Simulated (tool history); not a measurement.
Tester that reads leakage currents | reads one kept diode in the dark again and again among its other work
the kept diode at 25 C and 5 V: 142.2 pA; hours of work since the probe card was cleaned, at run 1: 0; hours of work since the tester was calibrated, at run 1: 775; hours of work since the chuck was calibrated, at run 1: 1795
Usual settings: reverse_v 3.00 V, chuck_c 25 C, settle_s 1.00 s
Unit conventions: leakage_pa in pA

run     day  reverse_v  chuck_c  settle_s  hours of work since the probe card was cleaned  hours of work since the tester was calibrated  hours of work since the chuck was calibrated  leakage_pa
  1   0.000       3.00       25      1.00                                               0                                            775                                          1795      107.65
      3.721  -- chuck's temperature calibrated
  2   8.171       3.00       25      1.00                                             123                                            898                                            68      114.49
  3  16.262       3.00       27      1.00                                             246                                           1021                                           191      136.25
  4  21.167       3.00       27      0.67                                             321                                           1095                                           265      136.36
  5  29.038       3.00       25      1.00                                             440                                           1215                                           385      113.56
  6  37.296       1.92       25      1.00                                             566                                           1341                                           510       92.19
  7  46.088       3.00       25      1.00                                             699                                           1474                                           644      113.08
  8  50.250       3.00       25      1.00                                             763                                           1538                                           707      112.76
  9  57.367       3.00       29      1.00                                             871                                           1646                                           816      159.78
 10  66.188       3.00       29      1.00                                            1005                                           1780                                           950      158.72
 11  69.888       3.00       29      1.00                                            1061                                           1836                                          1006      158.33
 12  76.029       3.00       31      7.00                                            1155                                           1930                                          1099      186.80
 13  80.529       3.00       31      7.00                                            1223                                           1998                                          1168      186.34
 14  86.946       9.26       25      0.72                                            1321                                           2096                                          1265      188.38
 15  92.329       1.27       25      1.01                                            1403                                           2177                                          1347       74.68

Take each entry between the runs: how does the hidden state at the last listed run before it differ from the hidden state at the first listed run after it?
Run 1 -> run 2: chuck's temperature calibrated (day 3.721)
  stray current of the dirty probe card, pA a volt: 0.022 -> 0.055; current scale over the true one, %: -0.39 -> -0.44; true chuck temperature over the reading, C: -0.57 -> 0.12
  measured result minus the result with no hidden state, leakage_pa: -6.01 -> +0.80 pA
